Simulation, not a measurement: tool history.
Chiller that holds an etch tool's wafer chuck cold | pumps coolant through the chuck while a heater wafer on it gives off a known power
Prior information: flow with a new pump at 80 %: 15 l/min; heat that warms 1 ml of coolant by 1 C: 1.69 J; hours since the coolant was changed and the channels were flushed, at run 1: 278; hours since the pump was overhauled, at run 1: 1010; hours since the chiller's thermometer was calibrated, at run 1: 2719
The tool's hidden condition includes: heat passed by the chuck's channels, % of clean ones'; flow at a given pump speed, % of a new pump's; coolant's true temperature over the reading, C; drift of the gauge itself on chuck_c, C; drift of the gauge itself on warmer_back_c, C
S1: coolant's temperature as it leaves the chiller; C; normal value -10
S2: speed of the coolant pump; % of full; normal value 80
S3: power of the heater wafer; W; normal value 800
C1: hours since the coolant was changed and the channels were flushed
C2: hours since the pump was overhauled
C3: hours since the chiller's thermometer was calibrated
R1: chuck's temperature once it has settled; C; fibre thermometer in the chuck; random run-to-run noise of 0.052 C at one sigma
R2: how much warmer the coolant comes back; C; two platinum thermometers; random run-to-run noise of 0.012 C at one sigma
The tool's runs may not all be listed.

| run | day | S1 | S2 | S3 | C1 | C2 | C3 | R1 | R2 |
|---|---|---|---|---|---|---|---|---|---|
| 1 | 0.000 | -10 | 80 | 800 | 278 | 1010 | 2719 | -5.09 | 1.89 |
| 2 | 5.462 | -10 | 80 | 800 | 409 | 1141 | 2850 | -5.15 | 1.89 |
| 3 | 11.050 | -10 | 80 | 800 | 543 | 1275 | 2984 | -5.12 | 1.89 |
| 4 | 15.571 | -10 | 80 | 800 | 652 | 1383 | 3093 | -5.19 | 1.88 |
| 5 | 19.171 | -10 | 80 | 800 | 738 | 1470 | 3179 | -5.12 | 1.90 |
| 6 | 22.512 | -14 | 80 | 800 | 818 | 1550 | 3259 | -9.07 | 1.89 |
| 7 | 26.383 | -14 | 80 | 800 | 911 | 1643 | 3352 | -9.05 | 1.90 |
| 8 | 31.392 | -14 | 80 | 800 | 1031 | 1763 | 3472 | -9.12 | 1.90 |
| 9 | 34.229 | -14 | 80 | 800 | 1100 | 1831 | 3541 | -9.20 | 1.90 |

Run 10 has not been measured yet. What should we expect?
| 10 | 36.912 | -12 | 93 | 485 | 1164 | 1895 | 3605 | ? | ? |

Run 10 measured R1 -9.48 C, R2 0.98 C.
Were there no unlogged condition in the tool, this run, its random variation unchanged, would have produced R1 -9.46 C, R2 0.98 C.
